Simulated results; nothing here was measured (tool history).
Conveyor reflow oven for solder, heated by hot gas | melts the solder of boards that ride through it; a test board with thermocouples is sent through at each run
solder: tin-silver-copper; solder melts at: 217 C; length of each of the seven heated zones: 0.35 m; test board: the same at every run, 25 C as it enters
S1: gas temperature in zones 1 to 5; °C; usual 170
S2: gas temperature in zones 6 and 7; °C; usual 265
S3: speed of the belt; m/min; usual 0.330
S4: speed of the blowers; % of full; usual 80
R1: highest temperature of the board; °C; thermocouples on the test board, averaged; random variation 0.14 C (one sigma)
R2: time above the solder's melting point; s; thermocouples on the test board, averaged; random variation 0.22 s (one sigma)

run	day	S1	S2	S3	S4	R1	R2
1	0.000	170	265	0.330	80	255.6	101.0
2	3.425	170	265	0.330	80	255.7	100.7
3	6.004	170	265	0.330	80	256.7	102.6
4	8.512	170	265	0.330	80	256.9	102.5
5	10.204	170	265	0.330	80	256.7	102.3
6	12.633	170	265	0.330	62	252.6	96.1
7	14.146	178	255	0.337	72	246.3	92.6
8	16.312	178	255	0.337	72	246.3	92.6
9	19.896	178	255	0.375	83	245.5	82.3
10	21.938	182	257	0.285	54	249.1	117.4
11	24.050	182	257	0.285	54	249.2	117.9

Taken out of this log: 2 entries between the listed runs. Where each belongs, and how the hidden state differs across it:
Between runs 2 and 3: flux residue cleaned out of gas plates and filters (day 5.596)
  heat that the gas passes to the board, % of a clean oven's: 94.1 -> 99.1; belt's true speed, % of the reading: 99.18 -> 99.12; true gas temperature in zones 6 and 7 over the reading, C: 0.23 -> 0.35
  measured less the result without the state, R1: -0.7 -> +0.3 °C; R2: -0.4 -> +1.3 s
Between runs 9 and 10: flux residue cleaned out of gas plates and filters (day 21.750)
  heat that the gas passes to the board, % of a clean oven's: 93.2 -> 99.9; belt's true speed, % of the reading: 98.74 -> 98.69; true gas temperature in zones 6 and 7 over the reading, C: 1.05 -> 1.14
  measured less the result without the state, R1: -0.1 -> +1.3 °C; R2: +0.2 -> +3.5 s
